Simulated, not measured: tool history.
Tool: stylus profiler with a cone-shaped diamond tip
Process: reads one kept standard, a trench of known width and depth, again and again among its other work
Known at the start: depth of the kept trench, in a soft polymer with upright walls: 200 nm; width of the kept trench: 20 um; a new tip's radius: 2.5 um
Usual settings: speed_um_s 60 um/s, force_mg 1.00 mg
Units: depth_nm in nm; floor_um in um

| run | day | speed_um_s | force_mg | depth_nm | floor_um |
|---|---|---|---|---|---|
| 1 | 0.000 | 60 | 1.00 | 200.77 | 17.75 |
| 2 | 1.858 | 60 | 1.00 | 200.76 | 17.72 |
| 3 | 3.725 | 60 | 1.00 | 200.77 | 17.69 |
| 4 | 5.454 | 60 | 0.80 | 200.63 | 17.70 |
| 5 | 8.479 | 60 | 0.80 | 200.63 | 17.68 |
| 6 | 11.179 | 60 | 0.80 | 200.71 | 17.68 |
| 7 | 14.146 | 60 | 0.80 | 200.71 | 17.72 |
| 8 | 15.575 | 60 | 0.80 | 200.70 | 17.71 |
| 9 | 17.208 | 60 | 0.59 | 200.54 | 17.61 |
| 10 | 20.021 | 60 | 0.59 | 200.53 | 17.63 |
| 11 | 21.521 | 60 | 0.59 | 200.58 | 17.58 |
| 12 | 23.271 | 60 | 0.59 | 200.51 | 17.57 |
| 13 | 24.829 | 60 | 0.59 | 200.52 | 17.66 |
| 14 | 27.300 | 60 | 0.43 | 200.44 | 17.55 |
| 15 | 29.558 | 60 | 0.98 | 200.78 | 17.74 |
| 16 | 32.021 | 60 | 1.99 | 201.20 | 17.83 |
| 17 | 34.083 | 185 | 0.43 | 200.39 | 16.58 |
| 18 | 36.554 | 185 | 0.43 | 200.46 | 16.57 |
| 19 | 39.579 | 33 | 2.28 | 201.35 | 17.94 |
| 20 | 41.996 | 148 | 0.48 | 200.44 | 16.91 |
| 21 | 44.579 | 35 | 1.86 | 201.19 | 17.86 |
| 22 | 46.392 | 35 | 1.86 | 201.20 | 17.91 |
| 23 | 48.271 | 225 | 2.22 | 201.31 | 17.24 |
| 24 | 50.796 | 144 | 0.48 | 200.50 | 16.96 |
| 25 | 52.367 | 55 | 2.88 | 201.54 | 17.84 |
| 26 | 54.412 | 55 | 2.88 | 201.57 | 17.87 |
| 27 | 56.658 | 55 | 2.88 | 201.57 | 17.88 |
| 28 | 58.725 | 162 | 1.89 | 201.17 | 17.39 |
| 29 | 60.371 | 141 | 1.00 | 200.75 | 17.29 |
| 30 | 62.988 | 141 | 1.00 | 200.74 | 17.29 |
| 31 | 65.650 | 141 | 1.00 | 200.76 | 17.29 |

Taken out of this log: 1 entry between the listed runs. Where each belongs, and how the hidden state differs across it:
Between runs 7 and 8: height scale calibrated on a step standard (day 15.500)
  height scale over the true one, %: 0.002 -> 0
